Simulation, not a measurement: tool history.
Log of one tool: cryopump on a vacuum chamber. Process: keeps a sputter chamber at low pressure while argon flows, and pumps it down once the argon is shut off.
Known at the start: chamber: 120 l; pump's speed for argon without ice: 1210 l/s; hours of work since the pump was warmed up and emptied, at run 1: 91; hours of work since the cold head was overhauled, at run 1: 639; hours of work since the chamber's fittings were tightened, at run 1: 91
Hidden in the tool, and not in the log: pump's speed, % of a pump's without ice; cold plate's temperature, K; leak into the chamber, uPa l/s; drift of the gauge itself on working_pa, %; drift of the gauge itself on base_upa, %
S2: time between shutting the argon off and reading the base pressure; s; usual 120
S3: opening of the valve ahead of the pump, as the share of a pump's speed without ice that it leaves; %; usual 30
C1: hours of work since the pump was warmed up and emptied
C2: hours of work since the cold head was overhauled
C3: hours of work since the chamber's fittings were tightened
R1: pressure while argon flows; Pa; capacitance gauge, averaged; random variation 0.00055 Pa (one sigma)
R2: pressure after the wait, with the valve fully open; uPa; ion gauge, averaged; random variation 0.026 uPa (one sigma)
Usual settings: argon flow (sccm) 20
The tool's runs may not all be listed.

Run 1, hour 0: usual settings; C1 91; C2 639; C3 91. Result: R1 0.0937 Pa, R2 1.2 uPa.
Run 2, hour 59.8: usual settings; C1 138; C2 686; C3 138. Result: R1 0.0943 Pa, R2 1.21 uPa.
Run 3, hour 129.8: usual settings; C1 193; C2 741; C3 193. Result: R1 0.0957 Pa, R2 1.26 uPa.
Run 4, hour 171.3: usual settings but S2 22 s; C1 225; C2 774; C3 225. Result: R1 0.0952 Pa, R2 4.99 uPa.
Run 5, hour 242.9: usual settings but S2 44 s; C1 281; C2 830; C3 281. Result: R1 0.0963 Pa, R2 2.89 uPa.
Run 6, hour 326: usual settings but S2 33 s; C1 346; C2 895; C3 346. Result: R1 0.0979 Pa, R2 3.62 uPa.
Run 7, hour 401.3: usual settings but S2 33 s; C1 406; C2 954; C3 406. Result: R1 0.0992 Pa, R2 3.73 uPa.
Run 8, hour 453.8: usual settings but S2 203 s; C1 447; C2 995; C3 447. Result: R1 0.0984 Pa, R2 1.08 uPa.
Run 9, hour 515.1: usual settings but S3 43 %; C1 495; C2 1043; C3 495. Result: R1 0.0713 Pa, R2 1.46 uPa.
Run 10, hour 553.7: usual settings; C1 525; C2 1074; C3 525. Result: R1 0.1005 Pa, R2 1.46 uPa.
At hour 567.9: pump warmed up, emptied and cooled again.
Run 11, hour 613.2: usual settings; C1 35; C2 1116; C3 568. Result: R1 0.0947 Pa, R2 1.38 uPa.
Run 12, hour 674.8: usual settings; C1 84; C2 1165; C3 616. Result: R1 0.0951 Pa, R2 1.46 uPa.
Run 13, hour 710.7: usual settings; C1 112; C2 1193; C3 644. Result: R1 0.094 Pa, R2 1.44 uPa.
Run 14, hour 758.1: usual settings; C1 149; C2 1230; C3 682. Result: R1 0.0954 Pa, R2 1.44 uPa.
Run 15, hour 837.2: usual settings; C1 211; C2 1292; C3 744. Result: R1 0.096 Pa, R2 1.55 uPa.
Run 16, hour 902.7: usual settings but S2 108 s; C1 263; C2 1343; C3 795. Result: R1 0.0958 Pa, R2 1.58 uPa.
Run 17, hour 959: usual settings but argon flow (sccm) 9, S2 21 s, S3 19 %; C1 307; C2 1388; C3 839. Result: R1 0.0682 Pa, R2 5.56 uPa.
Run 18, hour 1043.6: usual settings but argon flow (sccm) 9, S2 21 s, S3 19 %; C1 373; C2 1454; C3 906. Result: R1 0.0677 Pa, R2 5.63 uPa.
Run 19, hour 1088.8: usual settings but argon flow (sccm) 9, S2 42 s, S3 36 %; C1 409; C2 1489; C3 941. Result: R1 0.0373 Pa, R2 3.31 uPa.
Run 20, hour 1147.3: usual settings but argon flow (sccm) 9, S2 42 s, S3 36 %; C1 455; C2 1535; C3 987. Result: R1 0.0389 Pa, R2 3.23 uPa.
Run 21, hour 1226.5: usual settings but argon flow (sccm) 8, S2 23 s; C1 517; C2 1597; C3 1049. Result: R1 0.0399 Pa, R2 5.26 uPa.
At hour 1251.1: pump warmed up, emptied and cooled again.
Run 22, hour 1299.4: usual settings but argon flow (sccm) 8, S2 23 s; C1 38; C2 1651; C3 1102. Result: R1 0.038 Pa, R2 5.15 uPa.
Run 23, hour 1375.4: usual settings but argon flow (sccm) 17, S2 252 s; C1 98; C2 1710; C3 1162. Result: R1 0.0799 Pa, R2 1.22 uPa.
Run 24, hour 1440.3: usual settings but argon flow (sccm) 13, S2 159 s, S3 25 %; C1 148; C2 1761; C3 1213. Result: R1 0.074 Pa, R2 1.47 uPa.
Run 25, hour 1510.4: usual settings but argon flow (sccm) 12, S2 29 s, S3 44 %; C1 203; C2 1816; C3 1268. Result: R1 0.04 Pa, R2 4.34 uPa.
Run 26, hour 1592.3: usual settings but argon flow (sccm) 24, S2 30 s, S3 56 %; C1 268; C2 1881; C3 1332. Result: R1 0.0645 Pa, R2 4.41 uPa.
Run 27, hour 1627.4: usual settings but S2 167 s, S3 37 %; C1 295; C2 1908; C3 1360. Result: R1 0.0802 Pa, R2 1.6 uPa.
Run 28, hour 1680.2: usual settings but argon flow (sccm) 18, S2 31 s, S3 57 %; C1 337; C2 1949; C3 1401. Result: R1 0.0488 Pa, R2 4.24 uPa.
Run 29, hour 1747.8: usual settings but argon flow (sccm) 13, S2 29 s, S3 50 %; C1 390; C2 2002; C3 1454. Result: R1 0.0395 Pa, R2 4.75 uPa.
Run 30, hour 1817.1: usual settings but argon flow (sccm) 37, S2 64 s, S3 25 %; C1 444; C2 2057; C3 1508. Result: R1 0.2198 Pa, R2 2.68 uPa.
At hour 1851: leaking fittings of the chamber tightened, without venting.
Run 31, hour 1854.5: usual settings but argon flow (sccm) 28, S2 107 s, S3 48 %; C1 472; C2 2085; C3 3. Result: R1 0.0913 Pa, R2 1.32 uPa.

Hidden state at the last listed run before each entry between runs and at the first one after, where it differs:
Between runs 10 and 11: pump warmed up, emptied and cooled again (hour 567.9)
  pump's speed, % of a pump's without ice: 80.8 -> 98.5; cold plate's temperature, K: 12.61 -> 12.64; leak into the chamber, uPa l/s: 591 -> 612
  measured less the result without the state, R1: +0.0071 -> +0.0008 Pa; R2: +0.36 -> +0.27 uPa
Between runs 21 and 22: pump warmed up, emptied and cooled again (hour 1251.1)
  pump's speed, % of a pump's without ice: 80.9 -> 98.1; cold plate's temperature, K: 12.91 -> 12.94; leak into the chamber, uPa l/s: 851 -> 878
  measured less the result without the state, R1: +0.0028 -> +0.0004 Pa; R2: +0.63 -> +0.5 uPa
Between runs 30 and 31: leaking fittings of the chamber tightened, without venting (hour 1851)
  pump's speed, % of a pump's without ice: 82.7 -> 81.6; cold plate's temperature, K: 13.18 -> 13.19; leak into the chamber, uPa l/s: 1081 -> 310
  measured less the result without the state, R1: +0.0123 -> +0.01 Pa; R2: +0.87 -> +0.08 uPa
